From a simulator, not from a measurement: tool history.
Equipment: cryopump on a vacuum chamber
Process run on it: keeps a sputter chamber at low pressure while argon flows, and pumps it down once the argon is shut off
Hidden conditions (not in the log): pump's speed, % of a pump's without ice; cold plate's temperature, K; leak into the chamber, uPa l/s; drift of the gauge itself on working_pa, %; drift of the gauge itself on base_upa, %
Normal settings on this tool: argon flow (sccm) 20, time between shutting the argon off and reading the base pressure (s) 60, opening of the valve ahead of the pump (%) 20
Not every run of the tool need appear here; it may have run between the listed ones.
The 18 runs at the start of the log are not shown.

run	hour	argon flow (sccm)	time between shutting the argon off and reading the base pressure (s)	opening of the valve ahead of the pump (%)	hours of work since the pump was warmed up and emptied	hours of work since the cold head was overhauled	hours of work since the chamber's fittings were tightened	pressure while argon flows (Pa)	pressure after the wait (uPa)
19	547.5	32	89	20	296	732	732	0.1827	1.32
20	568	32	89	20	307	743	743	0.1841	1.28
21	611.3	9	232	28	330	766	766	0.038	0.88
22	638.3	21	60	26	345	781	781	0.0937	1.58
23	657	10	24	22	355	791	791	0.0526	3.27
24	692.3	24	60	20	374	810	810	0.139	1.71
25	713.6	16	60	20	385	821	821	0.093	1.74
26	747.4	9	60	27	404	840	840	0.039	1.71
27	766.6	12	60	60	414	850	850	0.0258	1.72

Run 28 is up next; what results do you expect?
28	801.1	20	86	20	432	869	869	?	?

{"run 28": {"pressure while argon flows (Pa)": 0.117, "pressure after the wait (uPa)": 1.41}}
Without the tool's hidden state the same run would have given pressure while argon flows (Pa) 0.11, pressure after the wait (uPa) 0.93.

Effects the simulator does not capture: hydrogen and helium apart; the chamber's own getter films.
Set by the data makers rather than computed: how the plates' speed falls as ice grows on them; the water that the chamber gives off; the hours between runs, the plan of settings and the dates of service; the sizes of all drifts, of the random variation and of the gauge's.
